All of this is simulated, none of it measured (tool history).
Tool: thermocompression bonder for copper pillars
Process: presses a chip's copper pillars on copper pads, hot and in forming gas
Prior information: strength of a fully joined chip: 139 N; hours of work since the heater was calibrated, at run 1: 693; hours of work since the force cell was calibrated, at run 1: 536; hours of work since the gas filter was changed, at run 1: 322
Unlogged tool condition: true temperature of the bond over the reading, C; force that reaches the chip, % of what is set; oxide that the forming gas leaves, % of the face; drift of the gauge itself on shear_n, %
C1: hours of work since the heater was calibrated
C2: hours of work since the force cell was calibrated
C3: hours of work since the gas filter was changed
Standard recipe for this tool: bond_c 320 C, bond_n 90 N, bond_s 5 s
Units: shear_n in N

run 1 hour=0.0 | bond_c=320 bond_n=90 bond_s=5 | C1=693 C2=536 C3=322 | shear_n=60.6
run 2 hour=79.2 | bond_c=320 bond_n=90 bond_s=5 | C1=725 C2=568 C3=354 | shear_n=62.5
run 3 hour=138.7 | bond_c=320 bond_n=90 bond_s=5 | C1=749 C2=592 C3=378 | shear_n=63.1
run 4 hour=200.4 | bond_c=320 bond_n=90 bond_s=5 | C1=773 C2=617 C3=403 | shear_n=62.0
run 5 hour=251.4 | bond_c=320 bond_n=90 bond_s=5 | C1=794 C2=637 C3=424 | shear_n=62.5
-- hour=265.0 forming gas filter changed
run 6 hour=289.4 | bond_c=320 bond_n=90 bond_s=5 | C1=809 C2=652 C3=10 | shear_n=63.3
run 7 hour=357.9 | bond_c=320 bond_n=90 bond_s=5 | C1=837 C2=680 C3=37 | shear_n=62.1
run 8 hour=420.7 | bond_c=320 bond_n=90 bond_s=5 | C1=862 C2=705 C3=63 | shear_n=62.9
run 9 hour=480.0 | bond_c=320 bond_n=90 bond_s=5 | C1=886 C2=729 C3=87 | shear_n=62.4
run 10 hour=561.4 | bond_c=320 bond_n=90 bond_s=5 | C1=919 C2=762 C3=119 | shear_n=61.9
run 11 hour=617.0 | bond_c=320 bond_n=90 bond_s=5 | C1=941 C2=784 C3=142 | shear_n=62.4
run 12 hour=675.2 | bond_c=320 bond_n=90 bond_s=5 | C1=964 C2=808 C3=165 | shear_n=62.5
run 13 hour=746.7 | bond_c=320 bond_n=90 bond_s=5 | C1=993 C2=837 C3=194 | shear_n=63.2
run 14 hour=793.0 | bond_c=346 bond_n=90 bond_s=5 | C1=1012 C2=855 C3=213 | shear_n=81.8
run 15 hour=867.7 | bond_c=340 bond_n=90 bond_s=5 | C1=1042 C2=885 C3=243 | shear_n=76.4
run 16 hour=933.0 | bond_c=340 bond_n=58 bond_s=5 | C1=1068 C2=912 C3=269 | shear_n=47.9
run 17 hour=968.9 | bond_c=320 bond_n=90 bond_s=5 | C1=1083 C2=926 C3=283 | shear_n=62.7
run 18 hour=1019.9 | bond_c=320 bond_n=90 bond_s=5 | C1=1103 C2=947 C3=304 | shear_n=62.1
run 19 hour=1068.1 | bond_c=313 bond_n=96 bond_s=4 | C1=1123 C2=966 C3=323 | shear_n=57.8
run 20 hour=1137.1 | bond_c=299 bond_n=90 bond_s=3 | C1=1150 C2=994 C3=351 | shear_n=39.0
run 21 hour=1175.6 | bond_c=299 bond_n=55 bond_s=15 | C1=1166 C2=1009 C3=367 | shear_n=41.0
run 22 hour=1253.1 | bond_c=295 bond_n=90 bond_s=3 | C1=1197 C2=1040 C3=398 | shear_n=36.8
run 23 hour=1298.3 | bond_c=307 bond_n=58 bond_s=5 | C1=1215 C2=1059 C3=416 | shear_n=31.5
-- hour=1328.3 forming gas filter changed
run 24 hour=1337.3 | bond_c=307 bond_n=58 bond_s=5 | C1=1231 C2=1074 C3=4 | shear_n=31.0
run 25 hour=1391.6 | bond_c=324 bond_n=69 bond_s=5 | C1=1253 C2=1096 C3=26 | shear_n=48.5
run 26 hour=1474.0 | bond_c=320 bond_n=68 bond_s=9 | C1=1286 C2=1129 C3=59 | shear_n=56.6
run 27 hour=1528.8 | bond_c=329 bond_n=73 bond_s=14 | C1=1308 C2=1151 C3=81 | shear_n=79.2
run 28 hour=1603.7 | bond_c=339 bond_n=96 bond_s=4 | C1=1338 C2=1181 C3=111 | shear_n=74.8
run 29 hour=1663.8 | bond_c=290 bond_n=72 bond_s=15 | C1=1362 C2=1206 C3=135 | shear_n=49.8
run 30 hour=1706.0 | bond_c=309 bond_n=62 bond_s=12 | C1=1379 C2=1223 C3=152 | shear_n=50.4
run 31 hour=1751.3 | bond_c=317 bond_n=80 bond_s=9 | C1=1398 C2=1241 C3=170 | shear_n=65.8
run 32 hour=1832.8 | bond_c=317 bond_n=80 bond_s=9 | C1=1430 C2=1274 C3=203 | shear_n=66.5
run 33 hour=1869.1 | bond_c=317 bond_n=80 bond_s=9 | C1=1445 C2=1288 C3=218 | shear_n=66.7
run 34 hour=1949.9 | bond_c=317 bond_n=80 bond_s=9 | C1=1478 C2=1321 C3=250 | shear_n=66.8

Forecast each of these 5 alternatives for the next run:
run A hour=2004.9 | bond_c=291 bond_n=69 bond_s=14 | C1=1500 C2=1343 C3=273 | shear_n=?
run B hour=2004.9 | bond_c=320 bond_n=94 bond_s=5 | C1=1500 C2=1343 C3=273 | shear_n=?
run C hour=2004.9 | bond_c=303 bond_n=80 bond_s=9 | C1=1500 C2=1343 C3=273 | shear_n=?
run D hour=2004.9 | bond_c=304 bond_n=76 bond_s=5 | C1=1500 C2=1343 C3=273 | shear_n=?
run E hour=2004.9 | bond_c=338 bond_n=108 bond_s=6 | C1=1500 C2=1343 C3=273 | shear_n=?

run=A shear_n=48.1
run=B shear_n=63.9
run=C shear_n=56.0
run=D shear_n=43.2
run=E shear_n=92.8
Stripped of hidden state, with their random variation kept, the same runs would have yielded:
run=A shear_n=48.5
run=B shear_n=64.5
run=C shear_n=56.5
run=D shear_n=43.6
run=E shear_n=93.5
